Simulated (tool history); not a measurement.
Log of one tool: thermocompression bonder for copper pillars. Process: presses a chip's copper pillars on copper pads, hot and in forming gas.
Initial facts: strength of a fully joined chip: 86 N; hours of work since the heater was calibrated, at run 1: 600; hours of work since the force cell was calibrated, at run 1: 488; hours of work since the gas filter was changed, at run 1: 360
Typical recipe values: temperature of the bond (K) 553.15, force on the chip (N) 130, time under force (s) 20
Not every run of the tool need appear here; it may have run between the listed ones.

| run | hour | temperature of the bond (K) | force on the chip (N) | time under force (s) | hours of work since the heater was calibrated | hours of work since the force cell was calibrated | hours of work since the gas filter was changed | force that shears a chip off (N) |
|---|---|---|---|---|---|---|---|---|
| 1 | 0.0 | 553.15 | 130 | 20 | 600 | 488 | 360 | 37.7 |
| 2 | 9.7 | 553.15 | 130 | 20 | 607 | 495 | 367 | 39.0 |
| 3 | 23.7 | 553.15 | 130 | 20 | 617 | 506 | 378 | 37.3 |
| 4 | 40.5 | 561.15 | 130 | 20 | 630 | 518 | 390 | 40.7 |
| 5 | 55.7 | 561.15 | 130 | 20 | 641 | 530 | 402 | 39.9 |
| 6 | 64.5 | 575.15 | 130 | 20 | 648 | 536 | 408 | 47.4 |
| 7 | 81.5 | 575.15 | 130 | 20 | 661 | 549 | 421 | 47.7 |
|  | 83.6 | forming gas filter changed |
| 8 | 93.5 | 540.15 | 130 | 20 | 669 | 558 | 7 | 32.8 |
| 9 | 110.1 | 540.15 | 130 | 47 | 682 | 570 | 20 | 44.8 |
| 10 | 121.9 | 540.15 | 130 | 47 | 691 | 579 | 29 | 45.6 |
| 11 | 138.4 | 540.15 | 130 | 47 | 703 | 592 | 41 | 44.2 |
| 12 | 151.9 | 553.15 | 130 | 10 | 713 | 602 | 51 | 29.2 |
| 13 | 168.2 | 553.15 | 113 | 10 | 726 | 614 | 64 | 23.9 |
| 14 | 180.3 | 537.15 | 113 | 10 | 735 | 623 | 73 | 19.2 |
| 15 | 189.0 | 537.15 | 113 | 10 | 741 | 630 | 79 | 19.5 |
| 16 | 196.8 | 556.15 | 130 | 20 | 747 | 635 | 85 | 39.3 |
| 17 | 207.7 | 556.15 | 130 | 20 | 755 | 644 | 93 | 38.2 |
| 18 | 220.0 | 556.15 | 130 | 20 | 765 | 653 | 103 | 38.6 |
| 19 | 230.3 | 539.15 | 130 | 20 | 772 | 661 | 110 | 32.0 |
| 20 | 241.4 | 556.15 | 130 | 26 | 781 | 669 | 119 | 43.4 |

The next listed run, before its measurement:
| 21 | 253.2 | 553.15 | 193 | 16 | 790 | 678 | 128 | ? |

Run 21 measured force that shears a chip off (N) 51.3.
Were there no unlogged condition in the tool, this run, its random variation unchanged, would have produced force that shears a chip off (N) 56.1.
